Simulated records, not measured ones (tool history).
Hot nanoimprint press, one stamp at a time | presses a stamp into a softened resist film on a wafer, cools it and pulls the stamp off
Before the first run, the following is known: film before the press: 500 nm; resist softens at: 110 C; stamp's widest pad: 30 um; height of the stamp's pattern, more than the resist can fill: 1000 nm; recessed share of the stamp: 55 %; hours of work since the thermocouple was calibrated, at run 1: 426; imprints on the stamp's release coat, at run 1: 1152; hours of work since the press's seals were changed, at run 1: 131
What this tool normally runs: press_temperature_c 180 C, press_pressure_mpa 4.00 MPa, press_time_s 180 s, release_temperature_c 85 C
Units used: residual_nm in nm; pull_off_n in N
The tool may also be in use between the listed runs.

| run | hour | press_temperature_c | press_pressure_mpa | press_time_s | release_temperature_c | hours of work since the thermocouple was calibrated | imprints on the stamp's release coat | hours of work since the press's seals were changed | residual_nm | pull_off_n |
|---|---|---|---|---|---|---|---|---|---|---|
| 1 | 0.0 | 180 | 4.00 | 180 | 85 | 426 | 1152 | 131 | 248.7 | 202 |
| 2 | 16.8 | 172 | 4.00 | 180 | 85 | 435 | 1215 | 139 | 336.3 | 207 |
|  | 37.7 | plate thermocouple calibrated |
|  | 54.5 | stamp cleaned and given a new release coat |
| 3 | 58.4 | 180 | 4.00 | 180 | 85 | 7 | 15 | 156 | 247.0 | 207 |
| 4 | 93.5 | 180 | 4.00 | 180 | 85 | 25 | 145 | 173 | 246.5 | 202 |
| 5 | 116.5 | 180 | 4.00 | 278 | 85 | 36 | 231 | 185 | 209.6 | 202 |
| 6 | 147.4 | 180 | 4.00 | 278 | 85 | 52 | 346 | 200 | 212.5 | 200 |
| 7 | 167.7 | 179 | 2.59 | 112 | 73 | 62 | 421 | 210 | 345.5 | 233 |
| 8 | 191.7 | 173 | 2.59 | 112 | 87 | 74 | 510 | 222 | 403.3 | 206 |
| 9 | 223.2 | 173 | 2.59 | 112 | 87 | 90 | 627 | 238 | 402.3 | 193 |
| 10 | 241.9 | 173 | 4.26 | 112 | 87 | 99 | 697 | 248 | 361.0 | 193 |
| 11 | 258.1 | 171 | 4.26 | 112 | 87 | 107 | 757 | 256 | 380.0 | 197 |
| 12 | 282.4 | 171 | 4.26 | 112 | 87 | 120 | 847 | 268 | 384.8 | 206 |

Here are 3 independent what-if runs from the current tool condition. What would each one return?
| A | 317.6 | 171 | 4.26 | 112 | 87 | 137 | 978 | 286 | ? | ? |
| B | 317.6 | 180 | 5.22 | 126 | 85 | 137 | 978 | 286 | ? | ? |
| C | 317.6 | 180 | 4.00 | 180 | 92 | 137 | 978 | 286 | ? | ? |

| run | residual_nm | pull_off_n |
|---|---|---|
| A | 380.4 | 196 |
| B | 249.3 | 199 |
| C | 245.2 | 181 |
Stripped of hidden state, with their random variation kept, the same runs would have yielded:
| run | residual_nm | pull_off_n |
|---|---|---|
| A | 380.1 | 193 |
| B | 249.0 | 197 |
| C | 244.9 | 178 |
